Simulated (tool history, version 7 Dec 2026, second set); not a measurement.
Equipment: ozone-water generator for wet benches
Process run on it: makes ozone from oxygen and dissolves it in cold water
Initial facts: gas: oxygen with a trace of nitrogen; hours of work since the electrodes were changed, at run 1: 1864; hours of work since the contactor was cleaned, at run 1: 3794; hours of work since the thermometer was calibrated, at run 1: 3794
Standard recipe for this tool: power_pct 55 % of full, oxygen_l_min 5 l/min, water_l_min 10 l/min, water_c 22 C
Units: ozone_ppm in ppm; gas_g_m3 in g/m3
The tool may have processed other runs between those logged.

run,day,power_pct,oxygen_l_min,water_l_min,water_c,hours of work since the electrodes were changed,hours of work since the contactor was cleaned,hours of work since the thermometer was calibrated,ozone_ppm,gas_g_m3
1,0,55,5,10,22,1864,3794,3794,18.1,181.6
2,1.162,55,5,10,22,1885,3815,3815,18,184.5
3,3.175,55,5,10,22,1922,3851,3851,17.8,182.2
4,4.925,55,5,10,22,1953,3883,3883,17.6,181.1
5,6.946,55,5,10,22,1990,3919,3919,17.6,182
6,9.354,55,5,10,22,2034,3963,3963,17.9,180.3
7,10.925,55,5,10,22,2062,3991,3991,17.5,180.6
8,12.85,55,5,10,22,2097,4026,4026,17.6,182.7
9,15.012,55,5,10,22,2136,4065,4065,17.6,180.2
10,16.971,55,5,10,22,2171,4100,4100,17.6,182.3
11,18.642,50,5,10,22,2201,4131,4131,16.1,168.7
12,21.025,55,5,8,22,2245,4174,4174,20,181
# day 21.221: water thermometer calibrated
13,22.396,55,5,8,22,2269,4198,21,20,180.5
14,24.929,55,5,8,22,2315,4244,67,19.7,180.6
15,27.65,55,5,10,22,2364,4293,116,17.3,179.9
16,30.396,55,5,10,21,2413,4343,166,17.9,179.2
17,31.629,55,5,10,15,2436,4365,188,20,180.4
18,33.242,44,8.14,14,18,2465,4394,217,10.8,107.8
19,35.375,44,4.7,14,21,2503,4433,256,11.8,157.4
# day 35.879: water thermometer calibrated, once more
20,37.954,44,4.7,14,21,2550,4479,38,12.4,158.9
21,39.908,62,5.85,14,15,2585,4514,73,16.4,173.9
22,42.554,99,5,12,22,2633,4562,121,24,281.4
23,44.808,55,3.2,13,19,2674,4603,161,16.7,242.2
24,46.858,55,3.2,13,19,2711,4640,198,17,243.2
25,48.925,60,7.31,7,24,2748,4677,236,18.3,147.6
26,50.908,43,5,10,21,2784,4713,272,14.6,149.1
27,52.4,43,5,10,21,2811,4740,299,14.5,147.8
28,53.829,43,6.64,13,19,2837,4766,324,11.8,123.1
29,56.296,43,6.64,13,19,2881,4810,369,11.7,121.3
30,57.554,43,6.64,13,19,2904,4833,392,11.5,121.7
31,59.392,55,8.04,10,26,2937,4866,425,12.9,128.6
32,62.029,53,5.36,10,22,2985,4914,473,16.1,164
33,63.233,53,5.36,10,22,3007,4936,494,16.2,166.1

Pick out some run-to-run changes in ozone_ppm. Of each, how much would a tool without hidden state show as well, from the settings, what came in and chance, and how much is left for the hidden state and any gauge scatter not in both results compared?
Unlogged tool condition in this case: yield of the discharge, % of new electrodes'; contactor's efficiency, % of a clean one's; true water temperature over the reading, C; drift of the gauge itself on ozone_ppm, %; drift of the gauge itself on gas_g_m3, %.
Run 17 -> 18: power_pct 55 -> 44, oxygen_l_min 5 -> 8.14, water_l_min 10 -> 14, water_c 15 -> 18. ozone_ppm -9.2 ppm: hidden state +1.6, all else -10.8.
Run 21 -> 22: power_pct 62 -> 99, oxygen_l_min 5.85 -> 5, water_l_min 14 -> 12, water_c 15 -> 22. ozone_ppm +7.6 ppm: hidden state -2.3, all else +9.9.
Run 22 -> 23: power_pct 99 -> 55, oxygen_l_min 5 -> 3.2, water_l_min 12 -> 13, water_c 22 -> 19. ozone_ppm -7.3 ppm: hidden state +2.4, all else -9.7.
